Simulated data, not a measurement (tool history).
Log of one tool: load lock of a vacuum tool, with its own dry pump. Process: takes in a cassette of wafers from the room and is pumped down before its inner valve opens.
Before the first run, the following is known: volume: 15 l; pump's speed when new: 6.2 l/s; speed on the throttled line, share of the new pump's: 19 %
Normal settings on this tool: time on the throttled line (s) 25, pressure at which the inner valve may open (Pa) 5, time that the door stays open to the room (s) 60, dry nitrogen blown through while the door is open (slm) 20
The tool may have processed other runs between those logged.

run,hour,time on the throttled line (s),pressure at which the inner valve may open (Pa),time that the door stays open to the room (s),dry nitrogen blown through while the door is open (slm),"incoming humidity of the room's air, %",time from the closed door until the inner valve may open (s),rise of the pressure with all valves shut (Pa/min)
1,0,25,5,60,20,44.2,44.4,0.049
2,281.4,25,5,60,20,44,44.6,0.05
3,735.6,25,5,60,20,45.8,44.7,0.055
4,943.4,25,5,60,13,47.7,45,0.059
5,1431.4,25,5,60,20,44.6,44.9,0.053
6,1757.7,25,5,60,15,45.8,44.6,0.059
7,2038.5,25,5,60,15,46.5,44.6,0.061
# hour 2323.5: dry pump taken out, an overhauled one fitted
8,2530,25,5,60,15,43.7,44.7,0.052
9,2854.2,25,5,60,15,45.8,44.5,0.053
10,3283,15,6,80,20,47.9,36.3,0.055
11,3516.6,15,6,76,11,45.8,36.3,0.07
12,3956.5,13,7,76,12,47.5,33.9,0.069
# hour 4337.9: door's seal changed, seat wiped
13,4344.6,28,8,174,14,41.2,46.1,0.081
14,4634.8,25,5,60,16,40.7,44.4,0.048
15,4862.7,25,5,47,44,44.8,44.4,0.031
16,5227,43,5,71,20,43.7,59.4,0.05
17,5482.2,38,4,42,39,43.8,56.3,0.034
18,5963.6,38,4,42,39,44,56.2,0.033

3 ways to go on from here, each from the tool as it stands after run 18. What would each give?
A,6208,21,4,56,6,45.9,?,?
B,6208,38,4,194,39,44.4,?,?
C,6208,38,4,38,39,47.5,?,?

run,time from the closed door until the inner valve may open (s),rise of the pressure with all valves shut (Pa/min)
A,42,0.07
B,55.7,0.055
C,55.6,0.033
Without the tool's hidden state the same runs would have given:
run,time from the closed door until the inner valve may open (s),rise of the pressure with all valves shut (Pa/min)
A,42,0.07
B,55.7,0.055
C,55.6,0.033
